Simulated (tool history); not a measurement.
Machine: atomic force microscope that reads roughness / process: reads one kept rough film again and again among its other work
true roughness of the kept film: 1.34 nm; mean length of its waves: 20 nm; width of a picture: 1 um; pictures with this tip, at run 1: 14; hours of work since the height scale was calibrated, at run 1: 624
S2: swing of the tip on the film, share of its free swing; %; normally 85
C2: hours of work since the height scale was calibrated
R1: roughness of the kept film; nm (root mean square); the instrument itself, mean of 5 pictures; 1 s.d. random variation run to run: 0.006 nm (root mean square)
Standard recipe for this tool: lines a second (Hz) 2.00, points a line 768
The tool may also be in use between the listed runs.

{"run": 1, "hour": 0.0, "lines a second (Hz)": 2.0, "S2": 85, "points a line": 768, "pictures with this tip": 14, "C2": 624, "R1": 1.119}
{"run": 2, "hour": 21.5, "lines a second (Hz)": 2.0, "S2": 85, "points a line": 768, "pictures with this tip": 39, "C2": 633, "R1": 1.103}
{"run": 3, "hour": 61.8, "lines a second (Hz)": 2.7, "S2": 85, "points a line": 768, "pictures with this tip": 86, "C2": 649, "R1": 1.051}
{"run": 4, "hour": 104.8, "lines a second (Hz)": 2.7, "S2": 85, "points a line": 768, "pictures with this tip": 135, "C2": 666, "R1": 1.019}
{"run": 5, "hour": 128.1, "lines a second (Hz)": 2.7, "S2": 85, "points a line": 768, "pictures with this tip": 162, "C2": 676, "R1": 1.013}
{"hour": 161.2, "done": "new tip fitted"}
{"run": 6, "hour": 161.2, "lines a second (Hz)": 2.7, "S2": 85, "points a line": 768, "pictures with this tip": 0, "C2": 689, "R1": 1.086}
{"run": 7, "hour": 193.6, "lines a second (Hz)": 2.7, "S2": 85, "points a line": 768, "pictures with this tip": 37, "C2": 702, "R1": 1.073}
{"run": 8, "hour": 218.9, "lines a second (Hz)": 2.0, "S2": 85, "points a line": 839, "pictures with this tip": 66, "C2": 712, "R1": 1.089}
{"run": 9, "hour": 242.1, "lines a second (Hz)": 2.0, "S2": 86, "points a line": 487, "pictures with this tip": 93, "C2": 721, "R1": 1.067}
{"run": 10, "hour": 274.8, "lines a second (Hz)": 3.55, "S2": 66, "points a line": 506, "pictures with this tip": 131, "C2": 735, "R1": 1.094}

Run 11 comes next. What will it give?
{"run": 11, "hour": 303.0, "lines a second (Hz)": 3.55, "S2": 66, "points a line": 506, "pictures with this tip": 163, "C2": 746, "R1": "?"}

R1: 1.087 nm (root mean square)
If the tool had no hidden condition, the same run with the same run-to-run variation would have returned R1 1.166 nm (root mean square).
